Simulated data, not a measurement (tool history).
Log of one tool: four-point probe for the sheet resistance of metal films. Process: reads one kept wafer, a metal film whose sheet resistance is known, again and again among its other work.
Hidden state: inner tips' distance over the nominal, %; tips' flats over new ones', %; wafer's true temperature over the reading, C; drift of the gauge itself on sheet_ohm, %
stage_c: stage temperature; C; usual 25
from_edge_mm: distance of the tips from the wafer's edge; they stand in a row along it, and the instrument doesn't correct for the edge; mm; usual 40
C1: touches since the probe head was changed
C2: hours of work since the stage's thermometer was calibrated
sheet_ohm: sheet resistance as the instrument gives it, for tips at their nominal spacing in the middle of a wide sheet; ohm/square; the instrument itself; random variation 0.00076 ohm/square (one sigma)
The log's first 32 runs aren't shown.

Run 33, hour 1106.1: usual settings but stage_c 18 C, from_edge_mm 50 mm; C1 31664; C2 878. Result: sheet_ohm 3.788829 ohm/square.
Run 34, hour 1154.4: usual settings but stage_c 18 C, from_edge_mm 50 mm; C1 32980; C2 904. Result: sheet_ohm 3.788984 ohm/square.
Run 35, hour 1203.1: usual settings but stage_c 23 C, from_edge_mm 4 mm; C1 34310; C2 930. Result: sheet_ohm 3.960506 ohm/square.
Run 36, hour 1232.7: usual settings but stage_c 23 C, from_edge_mm 20 mm; C1 35117; C2 945. Result: sheet_ohm 3.774811 ohm/square.
Run 37, hour 1271.3: usual settings but stage_c 23 C, from_edge_mm 20 mm; C1 36171; C2 966. Result: sheet_ohm 3.774026 ohm/square.
Run 38, hour 1296.1: usual settings but stage_c 27 C, from_edge_mm 8 mm; C1 36846; C2 979. Result: sheet_ohm 3.800944 ohm/square.
Run 39, hour 1345.1: usual settings but stage_c 22 C, from_edge_mm 8 mm; C1 38184; C2 1006. Result: sheet_ohm 3.819563 ohm/square.
Run 40, hour 1365.2: usual settings but stage_c 33 C, from_edge_mm 5 mm; C1 38733; C2 1016. Result: sheet_ohm 3.854245 ohm/square.
Run 41, hour 1415.2: usual settings but stage_c 22 C, from_edge_mm 32 mm; C1 40097; C2 1043. Result: sheet_ohm 3.773824 ohm/square.
Run 42, hour 1455.6: usual settings but stage_c 22 C, from_edge_mm 32 mm; C1 41200; C2 1065. Result: sheet_ohm 3.772148 ohm/square.
Run 43, hour 1476.7: usual settings but stage_c 22 C, from_edge_mm 10 mm; C1 41776; C2 1076. Result: sheet_ohm 3.801960 ohm/square.
Run 44, hour 1502.9: usual settings but stage_c 35 C, from_edge_mm 10 mm; C1 42490; C2 1090. Result: sheet_ohm 3.753573 ohm/square.
Run 45, hour 1542.9: usual settings but stage_c 35 C, from_edge_mm 10 mm; C1 43583; C2 1111. Result: sheet_ohm 3.753695 ohm/square.

3 ways to go on from here, each from the tool as it stands after run 45. What would each give?
Run A, hour 1585.8: usual settings but stage_c 23 C; C1 44753; C2 1134. Result: sheet_ohm ?.
Run B, hour 1585.8: usual settings but stage_c 24 C; C1 44753; C2 1134. Result: sheet_ohm ?.
Run C, hour 1585.8: usual settings but stage_c 22 C, from_edge_mm 5 mm; C1 44753; C2 1134. Result: sheet_ohm ?.

run  sheet_ohm
  A   3.766026
  B   3.761567
  C   3.894617
Without the tool's hidden state the same runs would have given:
run  sheet_ohm
  A   3.791491
  B   3.787013
  C   3.920859
